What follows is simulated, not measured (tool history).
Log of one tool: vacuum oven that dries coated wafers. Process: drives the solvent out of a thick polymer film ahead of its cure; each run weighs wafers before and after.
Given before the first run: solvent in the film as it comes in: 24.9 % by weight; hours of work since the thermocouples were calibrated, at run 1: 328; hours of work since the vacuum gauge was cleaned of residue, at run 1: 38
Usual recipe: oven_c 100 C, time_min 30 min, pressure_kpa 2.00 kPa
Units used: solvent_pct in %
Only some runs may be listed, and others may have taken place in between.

run	hour	oven_c	time_min	pressure_kpa	hours of work since the thermocouples were calibrated	hours of work since the vacuum gauge was cleaned of residue	solvent_pct
1	0.0	100	30	2.00	328	38	4.98
2	17.5	100	30	2.00	336	47	5.00
3	28.4	100	30	2.00	342	52	5.07
4	38.6	100	30	2.00	347	57	5.03
5	50.7	100	30	2.00	353	63	5.06
6	66.7	100	30	2.00	361	71	5.08
7	76.7	100	17	2.00	366	76	9.04
8	92.8	100	25	2.00	374	84	6.28
9	111.2	100	30	2.00	383	94	4.99
10	119.2	100	30	2.00	387	98	5.00
11	131.9	100	30	2.00	394	104	5.07
12	140.6	100	30	2.00	398	108	5.00
13	156.8	100	27	2.00	406	116	5.69
14	170.3	100	27	2.00	413	123	5.77
15	183.0	100	30	1.77	419	130	4.98
16	201.0	100	30	1.77	428	139	4.93
17	212.5	100	30	2.00	434	144	5.02
18	226.3	100	36	2.00	441	151	3.92
19	243.5	100	36	2.00	450	160	3.80
20	254.6	89	36	2.00	455	165	6.80
21	267.6	100	30	2.00	462	172	4.99
22	280.5	100	30	2.00	468	178	4.99
23	289.3	100	30	2.00	473	183	5.06
# hour 293.0: oven's thermocouples calibrated
24	299.9	112	18	2.00	3	187	5.39
25	318.6	90	24	2.00	13	196	9.36
# hour 321.8: oven's thermocouples calibrated, once more
26	335.7	90	24	2.00	7	204	9.60
27	349.4	90	24	2.00	14	211	9.59
28	360.4	98	16	2.00	19	216	10.15
29	372.7	100	22	2.39	25	223	7.38
30	380.5	100	22	2.39	29	226	7.50
31	397.5	101	30	2.00	38	235	4.92
32	415.2	95	30	2.73	47	244	6.68
33	431.2	95	30	2.73	55	252	6.72
34	448.2	104	30	3.03	63	260	4.35
35	464.6	104	35	3.31	72	269	3.54
36	479.1	100	26	2.00	79	276	6.11
37	490.1	103	20	2.00	84	281	7.19
38	500.0	103	20	2.00	89	286	7.20
39	509.6	100	16	1.18	94	291	9.49
40	518.0	113	16	3.33	98	295	6.33
41	531.6	93	39	2.00	105	302	5.24
42	540.9	115	21	1.12	110	307	3.70
43	554.2	100	52	4.26	116	314	2.59
44	566.5	112	24	1.08	123	320	3.55
45	579.0	112	36	2.57	129	326	1.79
46	592.5	103	25	2.95	136	333	5.73

What if the next run were any one of these 3? Each begins from the tool's condition after run 46:
A	611.1	97	37	4.69	145	342	?
B	611.1	115	27	3.25	145	342	?
C	611.1	103	16	1.42	145	342	?

run	solvent_pct
A	5.13
B	2.62
C	8.67
The same runs, with their run-to-run variation unchanged, on a tool lacking any hidden condition would have given:
run	solvent_pct
A	5.25
B	2.70
C	8.80
